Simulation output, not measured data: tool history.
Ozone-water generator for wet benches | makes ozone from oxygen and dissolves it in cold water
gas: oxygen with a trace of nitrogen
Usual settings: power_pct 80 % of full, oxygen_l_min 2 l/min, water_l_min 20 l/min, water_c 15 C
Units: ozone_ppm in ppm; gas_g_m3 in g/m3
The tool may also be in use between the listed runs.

run,hour,power_pct,oxygen_l_min,water_l_min,water_c,ozone_ppm,gas_g_m3
1,0,80,2,20,15,14,223.3
2,32.5,80,2,20,15,13.8,221.1
3,83.6,80,2,20,15,13.8,224.1
4,138.3,80,2,20,15,13.9,220
5,163.7,80,2,20,15,13.8,221
6,195.9,80,2,20,15,13.9,223
7,240.9,80,2,20,15,14.1,223
8,284,80,2,20,15,14,220.6
9,338.8,80,2,20,15,13.9,221.6
10,382.3,44,2.92,28,14,7.7,123.4
11,426.2,80,1.35,20,8,12.5,264.8
12,483.4,80,1.35,20,8,12.5,264
13,524.9,80,1.35,20,8,12.3,262.4
14,561.7,80,2,14,15,19.1,220
15,588.3,80,2,14,15,19.1,222.1
16,633,82,2,20,15,14,223.8
17,660.4,80,3.23,13,15,22.1,177.8
18,698.5,46,3.23,15,15,13.7,122.1

5 ways to go on from here, each from the tool as it stands after run 18. What would each give?
A,725.1,80,2,30,15,?,?
B,725.1,47,3.27,15,15,?,?
C,725.1,80,2,13,15,?,?
D,725.1,80,3.4,20,15,?,?
E,725.1,46,3.23,22,9,?,?

run,ozone_ppm,gas_g_m3
A,9.1,219.6
B,14,122.8
C,20.2,218.5
D,15.8,171.1
E,10.6,120.7
Without the tool's hidden state the same runs would have given:
run,ozone_ppm,gas_g_m3
A,9.7,228.2
B,14.6,126
C,21.4,227.1
D,16.7,177.7
E,11.1,123.8
